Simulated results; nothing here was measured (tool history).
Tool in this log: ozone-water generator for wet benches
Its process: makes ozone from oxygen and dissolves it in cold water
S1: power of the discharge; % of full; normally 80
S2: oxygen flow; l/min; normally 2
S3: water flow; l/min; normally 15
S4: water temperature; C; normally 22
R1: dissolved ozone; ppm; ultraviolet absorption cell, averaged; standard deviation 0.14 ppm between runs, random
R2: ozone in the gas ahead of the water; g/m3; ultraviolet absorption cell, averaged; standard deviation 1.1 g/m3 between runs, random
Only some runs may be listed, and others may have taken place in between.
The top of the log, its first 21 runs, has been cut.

run	hour	S1	S2	S3	S4	R1	R2
22	2068.8	57	2	15	14	12	145.9
23	2176.5	57	2	15	30	10.3	146.4
24	2234.4	87	2.41	15	30	15.1	194.3
25	2302.6	80	2.04	15	17	16.2	198.8
# hour 2389.1: water thermometer calibrated
26	2394.9	80	2	19	14	13	201.8
27	2472.6	77	2	9	22	22.4	194.6
28	2556.1	98	2	10	22	25.8	243.3
29	2654.7	98	2	11	23	23.9	242.2
30	2764.6	98	2	11	23	24.1	243.6
31	2844.1	80	1.15	22	18	9.8	283.2
32	2924	57	1.15	22	23	6.8	207.8

What if the next run were any one of these 3? Each begins from the tool's condition after run 32:
A	3034.2	80	1.15	22	23	?	?
B	3034.2	57	3.35	22	30	?	?
C	3034.2	72	3.24	15	22	?	?

run	R1	R2
A	9.6	286.9
B	7.5	105
C	13.9	135.8
With the hidden condition removed and each run's random variation left untouched, the same runs would have given:
run	R1	R2
A	9.6	287.4
B	7.5	105.2
C	14	136.1
